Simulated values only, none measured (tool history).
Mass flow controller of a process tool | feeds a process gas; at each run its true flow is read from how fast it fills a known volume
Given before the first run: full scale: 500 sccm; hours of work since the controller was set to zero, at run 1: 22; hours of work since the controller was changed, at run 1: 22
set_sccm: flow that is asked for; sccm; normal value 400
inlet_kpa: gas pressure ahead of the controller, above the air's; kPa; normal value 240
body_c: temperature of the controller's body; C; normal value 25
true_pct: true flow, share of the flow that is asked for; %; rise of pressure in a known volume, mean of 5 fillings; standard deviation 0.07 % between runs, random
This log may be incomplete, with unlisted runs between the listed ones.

run,hour,set_sccm,inlet_kpa,body_c,hours of work since the controller was set to zero,hours of work since the controller was changed,true_pct
1,0.0,400,240,25,22,22,98.92
2,65.1,400,240,25,50,50,98.80
3,135.7,400,240,25,81,81,99.10
4,219.9,400,240,23,118,118,98.83
5,267.5,400,248,23,139,139,98.83
6,339.2,400,248,23,170,170,98.70
7,392.1,400,248,23,193,193,98.72
8,456.2,400,248,23,221,221,98.71
9,525.3,400,240,25,251,251,98.82
10,577.4,89,240,25,274,274,97.00
11,626.3,89,240,25,295,295,97.05
12,694.2,89,240,25,325,325,97.04
13,772.4,89,240,25,359,359,96.94
14,840.2,89,240,25,389,389,97.00
15,925.2,400,266,25,426,426,98.87
16,1004.3,400,266,25,460,460,98.82
17,1079.3,400,240,22,493,493,98.43
18,1128.3,400,240,25,514,514,98.93
19,1214.7,400,240,25,552,552,98.85
20,1296.5,400,240,25,588,588,98.83
21,1378.4,400,176,25,623,623,98.91
22,1445.5,400,176,25,653,653,98.92
23,1491.9,400,176,25,673,673,98.81
24,1567.1,400,176,25,706,706,98.90
25,1610.5,400,176,39,725,725,100.15
26,1653.2,400,176,39,743,743,100.30
27,1699.5,174,278,22,763,763,96.88
28,1741.1,99,199,26,782,782,96.91
29,1823.1,99,199,26,817,817,97.02
30,1896.6,99,199,26,849,849,96.88
31,1963.8,164,219,32,879,879,97.97
32,2004.6,56,170,20,897,897,96.00
33,2093.6,85,169,25,935,935,96.78
34,2173.5,264,152,27,970,970,98.16
35,2237.7,87,240,25,998,998,96.49
36,2325.0,400,240,22,1036,1036,98.31
37,2395.1,410,213,22,1067,1067,98.28
38,2456.2,66,212,23,1094,1094,96.06
39,2524.4,66,212,23,1123,1123,96.19
40,2564.4,66,212,23,1141,1141,96.27
41,2644.6,171,280,32,1176,1176,97.67
42,2706.7,74,152,21,1203,1203,96.16
43,2765.0,74,152,21,1228,1228,96.04
44,2854.0,311,152,31,1267,1267,98.73
45,2911.3,311,152,31,1292,1292,98.60
46,2986.0,454,166,39,1325,1325,100.30
47,3068.8,400,240,20,1361,1361,97.99
48,3149.0,133,240,20,1396,1396,96.27
49,3228.0,133,240,20,1430,1430,96.34

Some steps in true_pct between neighbouring runs. How much of each would the tool show without its hidden state too (settings, what came in, random variation), and how much is left for the hidden state, with any gauge scatter that isn't in both results?
What the log doesn't record here: flow at rest that the sensor doesn't see, % of full scale; true flow over the shown one, %; drift of the gauge itself on true_pct, %.
Run 26 -> 27: set_sccm 400 -> 174, inlet_kpa 176 -> 278, body_c 39 -> 22. true_pct -3.42 %: hidden state -0.07, all else -3.35.
Run 31 -> 32: set_sccm 164 -> 56, inlet_kpa 219 -> 170, body_c 32 -> 20. true_pct -1.97 %: hidden state -0.27, all else -1.70.
Run 37 -> 38: set_sccm 410 -> 66, inlet_kpa 213 -> 212, body_c 22 -> 23. true_pct -2.22 %: hidden state -0.36, all else -1.86.
Run 43 -> 44: set_sccm 74 -> 311, body_c 21 -> 31. true_pct +2.69 %: hidden state +0.30, all else +2.39.
Run 46 -> 47: set_sccm 454 -> 400, inlet_kpa 166 -> 240, body_c 39 -> 20. true_pct -2.31 %: hidden state -0.02, all else -2.29.
